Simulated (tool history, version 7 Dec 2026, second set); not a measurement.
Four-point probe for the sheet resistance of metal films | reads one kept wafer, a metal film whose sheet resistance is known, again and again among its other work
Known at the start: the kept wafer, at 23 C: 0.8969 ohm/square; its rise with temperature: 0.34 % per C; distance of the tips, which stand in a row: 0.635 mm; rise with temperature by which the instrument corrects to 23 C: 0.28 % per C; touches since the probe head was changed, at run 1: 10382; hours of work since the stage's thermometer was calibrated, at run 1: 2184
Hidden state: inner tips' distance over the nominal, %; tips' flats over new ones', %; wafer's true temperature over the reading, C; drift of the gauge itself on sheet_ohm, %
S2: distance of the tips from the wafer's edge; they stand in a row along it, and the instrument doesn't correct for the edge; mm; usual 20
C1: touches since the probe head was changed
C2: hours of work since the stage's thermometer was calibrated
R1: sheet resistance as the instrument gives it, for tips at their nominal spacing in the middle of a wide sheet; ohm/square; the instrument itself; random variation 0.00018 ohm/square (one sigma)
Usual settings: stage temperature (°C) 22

{"run": 1, "hour": 0.0, "stage temperature (°C)": 22, "S2": 20, "C1": 10382, "C2": 2184, "R1": 0.891057}
{"run": 2, "hour": 18.5, "stage temperature (°C)": 22, "S2": 20, "C1": 10744, "C2": 2198, "R1": 0.891162}
{"run": 3, "hour": 40.4, "stage temperature (°C)": 22, "S2": 14, "C1": 11174, "C2": 2216, "R1": 0.891741}
{"run": 4, "hour": 62.7, "stage temperature (°C)": 22, "S2": 14, "C1": 11611, "C2": 2234, "R1": 0.892043}
{"run": 5, "hour": 82.6, "stage temperature (°C)": 22, "S2": 14, "C1": 12002, "C2": 2250, "R1": 0.891773}
{"run": 6, "hour": 92.7, "stage temperature (°C)": 22, "S2": 14, "C1": 12199, "C2": 2258, "R1": 0.891489}
{"run": 7, "hour": 102.5, "stage temperature (°C)": 22, "S2": 14, "C1": 12391, "C2": 2265, "R1": 0.892002}
{"run": 8, "hour": 125.3, "stage temperature (°C)": 22, "S2": 14, "C1": 12838, "C2": 2283, "R1": 0.89149}
{"run": 9, "hour": 135.6, "stage temperature (°C)": 22, "S2": 14, "C1": 13039, "C2": 2292, "R1": 0.891714}
{"run": 10, "hour": 152.1, "stage temperature (°C)": 22, "S2": 14, "C1": 13363, "C2": 2305, "R1": 0.89197}
{"run": 11, "hour": 162.8, "stage temperature (°C)": 22, "S2": 20, "C1": 13574, "C2": 2313, "R1": 0.8914}
{"run": 12, "hour": 182.6, "stage temperature (°C)": 22, "S2": 20, "C1": 13961, "C2": 2329, "R1": 0.891348}
{"run": 13, "hour": 195.4, "stage temperature (°C)": 22, "S2": 20, "C1": 14211, "C2": 2339, "R1": 0.891492}
{"run": 14, "hour": 205.3, "stage temperature (°C)": 22, "S2": 18, "C1": 14405, "C2": 2347, "R1": 0.891866}
{"run": 15, "hour": 222.3, "stage temperature (°C)": 22, "S2": 18, "C1": 14739, "C2": 2361, "R1": 0.891479}
{"run": 16, "hour": 241.7, "stage temperature (°C)": 22, "S2": 18, "C1": 15119, "C2": 2376, "R1": 0.891679}
{"run": 17, "hour": 262.6, "stage temperature (°C)": 22, "S2": 20, "C1": 15529, "C2": 2393, "R1": 0.891136}
{"run": 18, "hour": 278.2, "stage temperature (°C)": 22, "S2": 20, "C1": 15834, "C2": 2405, "R1": 0.891364}
{"run": 19, "hour": 289.0, "stage temperature (°C)": 22, "S2": 20, "C1": 16047, "C2": 2414, "R1": 0.891447}
{"run": 20, "hour": 301.5, "stage temperature (°C)": 30, "S2": 20, "C1": 16292, "C2": 2424, "R1": 0.895637}
{"run": 21, "hour": 318.1, "stage temperature (°C)": 22, "S2": 9, "C1": 16617, "C2": 2437, "R1": 0.893373}
{"run": 22, "hour": 334.0, "stage temperature (°C)": 29, "S2": 46, "C1": 16927, "C2": 2449, "R1": 0.894848}
{"run": 23, "hour": 348.4, "stage temperature (°C)": 34, "S2": 5, "C1": 17210, "C2": 2461, "R1": 0.904962}
{"run": 24, "hour": 367.4, "stage temperature (°C)": 23, "S2": 20, "C1": 17582, "C2": 2476, "R1": 0.891974}
{"run": 25, "hour": 386.8, "stage temperature (°C)": 23, "S2": 20, "C1": 17962, "C2": 2491, "R1": 0.891836}
{"run": 26, "hour": 401.4, "stage temperature (°C)": 20, "S2": 12, "C1": 18249, "C2": 2503, "R1": 0.891507}
{"run": 27, "hour": 414.2, "stage temperature (°C)": 20, "S2": 12, "C1": 18500, "C2": 2513, "R1": 0.891458}
{"run": 28, "hour": 437.7, "stage temperature (°C)": 20, "S2": 12, "C1": 18961, "C2": 2532, "R1": 0.891363}
{"run": 29, "hour": 456.7, "stage temperature (°C)": 20, "S2": 12, "C1": 19333, "C2": 2547, "R1": 0.891371}
{"run": 30, "hour": 475.6, "stage temperature (°C)": 20, "S2": 12, "C1": 19703, "C2": 2562, "R1": 0.890872}
{"run": 31, "hour": 493.8, "stage temperature (°C)": 34, "S2": 4, "C1": 20060, "C2": 2577, "R1": 0.909498}
{"run": 32, "hour": 514.8, "stage temperature (°C)": 24, "S2": 20, "C1": 20472, "C2": 2593, "R1": 0.89275}
{"run": 33, "hour": 534.5, "stage temperature (°C)": 22, "S2": 16, "C1": 20857, "C2": 2609, "R1": 0.891994}
{"run": 34, "hour": 548.8, "stage temperature (°C)": 22, "S2": 8, "C1": 21138, "C2": 2620, "R1": 0.894025}
{"hour": 555.5, "done": "stage's thermometer calibrated"}
{"run": 35, "hour": 560.9, "stage temperature (°C)": 29, "S2": 12, "C1": 21366, "C2": 4, "R1": 0.897897}
{"run": 36, "hour": 574.0, "stage temperature (°C)": 23, "S2": 20, "C1": 21622, "C2": 15, "R1": 0.893774}
{"run": 37, "hour": 591.6, "stage temperature (°C)": 23, "S2": 20, "C1": 21966, "C2": 29, "R1": 0.893556}
{"run": 38, "hour": 605.8, "stage temperature (°C)": 22, "S2": 25, "C1": 22244, "C2": 40, "R1": 0.893298}
{"run": 39, "hour": 625.2, "stage temperature (°C)": 27, "S2": 20, "C1": 22625, "C2": 55, "R1": 0.895907}
{"run": 40, "hour": 639.9, "stage temperature (°C)": 25, "S2": 8, "C1": 22914, "C2": 67, "R1": 0.897575}
{"run": 41, "hour": 662.7, "stage temperature (°C)": 32, "S2": 16, "C1": 23361, "C2": 85, "R1": 0.898943}
{"run": 42, "hour": 678.0, "stage temperature (°C)": 26, "S2": 7, "C1": 23659, "C2": 97, "R1": 0.898928}

Forecast each of these 3 alternatives for the next run:
{"run": "A", "hour": 698.8, "stage temperature (°C)": 25, "S2": 7, "C1": 24067, "C2": 114, "R1": "?"}
{"run": "B", "hour": 698.8, "stage temperature (°C)": 28, "S2": 7, "C1": 24067, "C2": 114, "R1": "?"}
{"run": "C", "hour": 698.8, "stage temperature (°C)": 32, "S2": 20, "C1": 24067, "C2": 114, "R1": "?"}

run=A R1=0.898579
run=B R1=0.900005
run=C R1=0.898447
Without the tool's hidden state the same runs would have given:
run=A R1=0.902091
run=B R1=0.903521
run=C R1=0.901958

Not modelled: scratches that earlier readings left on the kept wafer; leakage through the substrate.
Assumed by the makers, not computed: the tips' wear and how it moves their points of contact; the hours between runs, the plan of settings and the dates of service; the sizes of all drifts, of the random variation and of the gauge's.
